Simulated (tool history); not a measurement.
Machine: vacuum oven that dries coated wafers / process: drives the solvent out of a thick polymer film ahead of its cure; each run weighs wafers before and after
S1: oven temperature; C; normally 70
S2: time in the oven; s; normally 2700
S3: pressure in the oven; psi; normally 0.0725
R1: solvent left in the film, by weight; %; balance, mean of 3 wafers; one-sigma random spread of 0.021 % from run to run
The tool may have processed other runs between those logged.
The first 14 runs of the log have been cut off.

{"run": 15, "hour": 686.4, "S1": 70, "S2": 1920, "S3": 0.0725, "R1": 3.55}
{"run": 16, "hour": 719.8, "S1": 70, "S2": 2700, "S3": 0.0693, "R1": 1.91}
{"run": 17, "hour": 770.9, "S1": 70, "S2": 2700, "S3": 0.0725, "R1": 1.93}
{"run": 18, "hour": 830.4, "S1": 70, "S2": 2700, "S3": 0.0725, "R1": 1.95}
{"run": 19, "hour": 887.6, "S1": 70, "S2": 2700, "S3": 0.0725, "R1": 1.9}
{"run": 20, "hour": 943.2, "S1": 70, "S2": 2700, "S3": 0.0725, "R1": 1.96}
{"run": 21, "hour": 982.6, "S1": 70, "S2": 2700, "S3": 0.0725, "R1": 1.91}
{"run": 22, "hour": 1028.5, "S1": 70, "S2": 2700, "S3": 0.0725, "R1": 1.9}
{"run": 23, "hour": 1073.9, "S1": 70, "S2": 2700, "S3": 0.1202, "R1": 2.04}
{"run": 24, "hour": 1129.4, "S1": 56, "S2": 4800, "S3": 0.1653, "R1": 3.83}
{"run": 25, "hour": 1195.9, "S1": 70, "S2": 4740, "S3": 0.0789, "R1": 0.73}
{"run": 26, "hour": 1262.4, "S1": 73, "S2": 2520, "S3": 0.0795, "R1": 1.51}
{"run": 27, "hour": 1305.9, "S1": 70, "S2": 1560, "S3": 0.0393, "R1": 4.44}
{"run": 28, "hour": 1346.5, "S1": 66, "S2": 3780, "S3": 0.1327, "R1": 1.86}
{"run": 29, "hour": 1392.7, "S1": 66, "S2": 1440, "S3": 0.1983, "R1": 7.1}
{"run": 30, "hour": 1461.1, "S1": 70, "S2": 1380, "S3": 0.0725, "R1": 5.26}
{"run": 31, "hour": 1494.0, "S1": 70, "S2": 1380, "S3": 0.2203, "R1": 5.82}
{"run": 32, "hour": 1537.9, "S1": 73, "S2": 2940, "S3": 0.0644, "R1": 1.04}
{"run": 33, "hour": 1569.9, "S1": 73, "S2": 2940, "S3": 0.0644, "R1": 1.01}
{"hour": 1577.9, "done": "oven's thermocouples calibrated"}
{"run": 34, "hour": 1610.6, "S1": 75, "S2": 2880, "S3": 0.1521, "R1": 1.37}
{"run": 35, "hour": 1676.3, "S1": 70, "S2": 3000, "S3": 0.0725, "R1": 1.84}
{"run": 36, "hour": 1734.0, "S1": 57, "S2": 3000, "S3": 0.0619, "R1": 5.92}
{"run": 37, "hour": 1762.1, "S1": 57, "S2": 3000, "S3": 0.0619, "R1": 5.94}
{"run": 38, "hour": 1823.6, "S1": 63, "S2": 1560, "S3": 0.1279, "R1": 8.07}

What will run 39 give?
{"run": 39, "hour": 1865.6, "S1": 70, "S2": 2700, "S3": 0.0364, "R1": "?"}

{"run 39": {"R1": 2.0}}
On a tool with no hidden condition, and with the same random variation, this run would have come out at R1 1.77 %.
